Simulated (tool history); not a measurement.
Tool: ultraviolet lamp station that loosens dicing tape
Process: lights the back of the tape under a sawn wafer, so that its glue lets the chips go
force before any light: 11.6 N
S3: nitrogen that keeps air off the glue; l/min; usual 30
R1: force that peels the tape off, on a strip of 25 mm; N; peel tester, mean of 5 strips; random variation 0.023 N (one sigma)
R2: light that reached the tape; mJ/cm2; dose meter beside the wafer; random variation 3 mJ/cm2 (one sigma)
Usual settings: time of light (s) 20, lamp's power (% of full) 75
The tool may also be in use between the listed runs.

run 1 day=0 | time_of_light_(s)=20 lamp's_power_(%_of_full)=75 S3=30 | R1=1.499 R2=403
run 2 day=0.712 | time_of_light_(s)=20 lamp's_power_(%_of_full)=75 S3=30 | R1=1.492 R2=397
run 3 day=1.592 | time_of_light_(s)=16 lamp's_power_(%_of_full)=75 S3=30 | R1=2.296 R2=313
run 4 day=2.392 | time_of_light_(s)=16 lamp's_power_(%_of_full)=75 S3=22 | R1=2.749 R2=316
run 5 day=2.762 | time_of_light_(s)=20 lamp's_power_(%_of_full)=75 S3=36 | R1=1.396 R2=393
run 6 day=3.233 | time_of_light_(s)=20 lamp's_power_(%_of_full)=75 S3=30 | R1=1.612 R2=393
run 7 day=4.104 | time_of_light_(s)=20 lamp's_power_(%_of_full)=75 S3=30 | R1=1.613 R2=388
run 8 day=4.771 | time_of_light_(s)=20 lamp's_power_(%_of_full)=75 S3=30 | R1=1.655 R2=389
run 9 day=5.575 | time_of_light_(s)=11 lamp's_power_(%_of_full)=75 S3=30 | R1=3.768 R2=211
run 10 day=6.158 | time_of_light_(s)=11 lamp's_power_(%_of_full)=75 S3=30 | R1=4.039 R2=205
run 11 day=6.808 | time_of_light_(s)=11 lamp's_power_(%_of_full)=75 S3=30 | R1=3.961 R2=204
run 12 day=7.396 | time_of_light_(s)=11 lamp's_power_(%_of_full)=75 S3=30 | R1=4.095 R2=206
run 13 day=8.008 | time_of_light_(s)=20 lamp's_power_(%_of_full)=66 S3=30 | R1=2.177 R2=324
run 14 day=8.633 | time_of_light_(s)=20 lamp's_power_(%_of_full)=66 S3=30 | R1=2.244 R2=326
run 15 day=9.271 | time_of_light_(s)=20 lamp's_power_(%_of_full)=66 S3=30 | R1=2.288 R2=316
run 16 day=10.021 | time_of_light_(s)=20 lamp's_power_(%_of_full)=66 S3=30 | R1=2.336 R2=323
run 17 day=10.571 | time_of_light_(s)=20 lamp's_power_(%_of_full)=78 S3=30 | R1=1.752 R2=376
run 18 day=11.129 | time_of_light_(s)=20 lamp's_power_(%_of_full)=78 S3=30 | R1=1.727 R2=379
run 19 day=11.825 | time_of_light_(s)=20 lamp's_power_(%_of_full)=78 S3=30 | R1=1.819 R2=377
run 20 day=12.525 | time_of_light_(s)=20 lamp's_power_(%_of_full)=75 S3=34 | R1=1.732 R2=352
run 21 day=13.175 | time_of_light_(s)=20 lamp's_power_(%_of_full)=75 S3=34 | R1=1.776 R2=355
run 22 day=13.95 | time_of_light_(s)=20 lamp's_power_(%_of_full)=75 S3=16 | R1=2.991 R2=347
run 23 day=14.675 | time_of_light_(s)=18 lamp's_power_(%_of_full)=75 S3=46 | R1=1.786 R2=311
run 24 day=15.575 | time_of_light_(s)=15 lamp's_power_(%_of_full)=90 S3=34 | R1=2.29 R2=308
run 25 day=16.075 | time_of_light_(s)=15 lamp's_power_(%_of_full)=90 S3=34 | R1=2.261 R2=304
run 26 day=16.725 | time_of_light_(s)=23 lamp's_power_(%_of_full)=64 S3=34 | R1=1.962 R2=330
run 27 day=17.15 | time_of_light_(s)=20 lamp's_power_(%_of_full)=63 S3=19 | R1=3.413 R2=277
run 28 day=18.012 | time_of_light_(s)=11 lamp's_power_(%_of_full)=92 S3=30 | R1=3.681 R2=222
run 29 day=18.471 | time_of_light_(s)=27 lamp's_power_(%_of_full)=92 S3=30 | R1=0.77 R2=546
run 30 day=19.308 | time_of_light_(s)=27 lamp's_power_(%_of_full)=92 S3=30 | R1=0.792 R2=548
run 31 day=19.954 | time_of_light_(s)=15 lamp's_power_(%_of_full)=72 S3=41 | R1=2.903 R2=234
run 32 day=20.392 | time_of_light_(s)=20 lamp's_power_(%_of_full)=71 S3=27 | R1=2.587 R2=311
run 33 day=20.775 | time_of_light_(s)=31 lamp's_power_(%_of_full)=84 S3=30 | R1=0.703 R2=568
run 34 day=21.471 | time_of_light_(s)=20 lamp's_power_(%_of_full)=87 S3=30 | R1=1.691 R2=374
run 35 day=22.329 | time_of_light_(s)=24 lamp's_power_(%_of_full)=87 S3=22 | R1=1.568 R2=443
run 36 day=22.954 | time_of_light_(s)=11 lamp's_power_(%_of_full)=76 S3=24 | R1=5.058 R2=172
-- day=23.112 window cleaned of glue's vapour
run 37 day=23.742 | time_of_light_(s)=16 lamp's_power_(%_of_full)=75 S3=10 | R1=5.11 R2=272
run 38 day=24.567 | time_of_light_(s)=12 lamp's_power_(%_of_full)=65 S3=13 | R1=6.219 R2=173

Run 39 comes next. What will it give?
run 39 day=25.154 | time_of_light_(s)=13 lamp's_power_(%_of_full)=75 S3=11 | R1=? R2=?

Run 39 gave R1 5.756 N, R2 213 mJ/cm2.
Without the tool's hidden state the same run would have given R1 4.384 N, R2 295 mJ/cm2.
